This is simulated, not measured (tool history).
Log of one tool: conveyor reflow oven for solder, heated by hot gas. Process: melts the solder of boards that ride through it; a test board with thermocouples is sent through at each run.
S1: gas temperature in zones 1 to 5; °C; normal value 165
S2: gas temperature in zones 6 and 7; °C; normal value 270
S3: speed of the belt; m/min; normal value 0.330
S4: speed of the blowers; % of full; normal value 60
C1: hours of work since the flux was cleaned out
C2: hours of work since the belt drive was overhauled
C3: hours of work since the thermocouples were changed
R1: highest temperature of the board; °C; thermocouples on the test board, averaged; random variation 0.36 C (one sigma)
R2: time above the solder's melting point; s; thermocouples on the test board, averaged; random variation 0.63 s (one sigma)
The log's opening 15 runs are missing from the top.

-- hour=614.2 belt drive overhauled, speed set with a stopwatch
-- hour=627.6 flux residue cleaned out of gas plates and filters
run 16 hour=654.0 | S1=165 S2=270 S3=0.289 S4=60 | C1=15 C2=20 C3=238 | R1=260.9 R2=117.0
run 17 hour=715.9 | S1=165 S2=270 S3=0.332 S4=59 | C1=51 C2=56 C3=274 | R1=256.8 R2=97.3
run 18 hour=752.9 | S1=172 S2=259 S3=0.357 S4=64 | C1=73 C2=78 C3=295 | R1=246.8 R2=80.8
run 19 hour=783.7 | S1=172 S2=259 S3=0.357 S4=64 | C1=90 C2=95 C3=313 | R1=246.7 R2=81.9
run 20 hour=840.1 | S1=172 S2=259 S3=0.357 S4=64 | C1=123 C2=128 C3=346 | R1=246.0 R2=80.4
run 21 hour=870.4 | S1=153 S2=267 S3=0.373 S4=71 | C1=141 C2=146 C3=364 | R1=249.4 R2=72.9
run 22 hour=914.9 | S1=165 S2=270 S3=0.272 S4=60 | C1=167 C2=171 C3=389 | R1=262.3 R2=127.6
run 23 hour=958.3 | S1=173 S2=272 S3=0.335 S4=68 | C1=192 C2=197 C3=414 | R1=260.5 R2=104.3
run 24 hour=985.9 | S1=173 S2=272 S3=0.335 S4=68 | C1=208 C2=213 C3=431 | R1=260.5 R2=104.1
run 25 hour=1034.5 | S1=173 S2=268 S3=0.335 S4=57 | C1=236 C2=241 C3=459 | R1=255.0 R2=98.4
run 26 hour=1067.8 | S1=180 S2=266 S3=0.264 S4=74 | C1=255 C2=260 C3=478 | R1=261.8 R2=141.5
run 27 hour=1113.3 | S1=150 S2=270 S3=0.283 S4=60 | C1=282 C2=286 C3=504 | R1=259.6 R2=112.3
run 28 hour=1173.3 | S1=162 S2=270 S3=0.273 S4=60 | C1=316 C2=321 C3=539 | R1=261.9 R2=125.8
run 29 hour=1234.4 | S1=165 S2=270 S3=0.284 S4=60 | C1=352 C2=357 C3=575 | R1=261.0 R2=118.7
-- hour=1274.7 flux residue cleaned out of gas plates and filters
run 30 hour=1279.7 | S1=165 S2=263 S3=0.330 S4=60 | C1=3 C2=380 C3=598 | R1=251.8 R2=94.1

Below are 5 alternative next runs, each starting from the tool's condition after run 30. Predict each:
run A hour=1334.4 | S1=157 S2=270 S3=0.335 S4=60 | C1=35 C2=412 C3=630 | R1=? R2=?
run B hour=1334.4 | S1=168 S2=283 S3=0.330 S4=54 | C1=35 C2=412 C3=630 | R1=? R2=?
run C hour=1334.4 | S1=162 S2=258 S3=0.330 S4=60 | C1=35 C2=412 C3=630 | R1=? R2=?
run D hour=1334.4 | S1=171 S2=272 S3=0.330 S4=74 | C1=35 C2=412 C3=630 | R1=? R2=?
run E hour=1334.4 | S1=171 S2=270 S3=0.377 S4=71 | C1=35 C2=412 C3=630 | R1=? R2=?

run=A R1=257.1 R2=94.6
run=B R1=270.3 R2=109.9
run=C R1=246.7 R2=86.0
run=D R1=262.9 R2=106.9
run=E R1=257.4 R2=87.9
Without the tool's hidden state the same runs would have given:
run=A R1=254.9 R2=91.5
run=B R1=268.1 R2=107.2
run=C R1=244.6 R2=82.3
run=D R1=260.8 R2=104.1
run=E R1=255.3 R2=85.2

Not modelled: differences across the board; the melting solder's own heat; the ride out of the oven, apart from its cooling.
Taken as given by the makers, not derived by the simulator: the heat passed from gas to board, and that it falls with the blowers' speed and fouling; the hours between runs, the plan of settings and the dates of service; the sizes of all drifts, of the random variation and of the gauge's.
